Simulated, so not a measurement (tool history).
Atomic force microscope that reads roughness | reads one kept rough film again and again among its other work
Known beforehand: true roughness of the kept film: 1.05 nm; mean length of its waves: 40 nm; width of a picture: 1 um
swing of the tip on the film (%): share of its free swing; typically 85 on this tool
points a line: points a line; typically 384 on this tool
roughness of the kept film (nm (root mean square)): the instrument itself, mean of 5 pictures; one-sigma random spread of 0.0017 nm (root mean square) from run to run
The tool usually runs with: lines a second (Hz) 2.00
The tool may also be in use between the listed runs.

run	hour	lines a second (Hz)	swing of the tip on the film (%)	points a line	roughness of the kept film (nm (root mean square))
1	0.0	2.00	85	384	0.836
2	80.4	2.00	85	384	0.821
# hour 99.4: new tip fitted
3	135.9	2.00	85	384	0.846
4	192.4	2.00	85	384	0.833
5	257.8	2.00	85	384	0.821
# hour 285.0: new tip fitted
6	300.6	0.96	85	384	0.937
7	358.8	2.00	85	333	0.841
# hour 363.8: height scale calibrated on a step standard
8	397.4	2.00	88	384	0.812
9	436.9	2.00	88	384	0.806
# hour 471.2: new tip fitted
10	500.1	2.00	85	384	0.850
11	541.3	0.55	85	384	0.966
12	581.7	2.00	85	557	0.838
13	645.6	2.64	85	384	0.783
# hour 656.0: new tip fitted
14	685.5	2.64	85	384	0.803
# hour 701.5: height scale calibrated on a step standard, once more
15	764.0	1.87	85	384	0.840
16	837.6	1.50	75	833	0.908
# hour 841.7: new tip fitted
17	889.3	1.11	76	961	0.951
18	969.2	0.58	71	691	0.977
19	1022.0	2.00	63	384	0.932
# hour 1026.0: new tip fitted
20	1073.1	1.05	63	500	0.993
21	1152.1	0.71	73	830	0.967
22	1192.4	2.00	55	490	0.960
# hour 1210.0: new tip fitted
23	1245.2	2.00	85	548	0.846

What if the next run were any one of these 4? Each begins from the tool's condition after run 23:
A	1319.3	2.00	82	666	?
B	1319.3	2.00	85	738	?
C	1319.3	2.93	85	613	?
D	1319.3	2.00	90	1005	?

run	roughness of the kept film (nm (root mean square))
A	0.857
B	0.832
C	0.769
D	0.798
Without the tool's hidden state the same runs would have given:
run	roughness of the kept film (nm (root mean square))
A	0.877
B	0.851
C	0.787
D	0.817
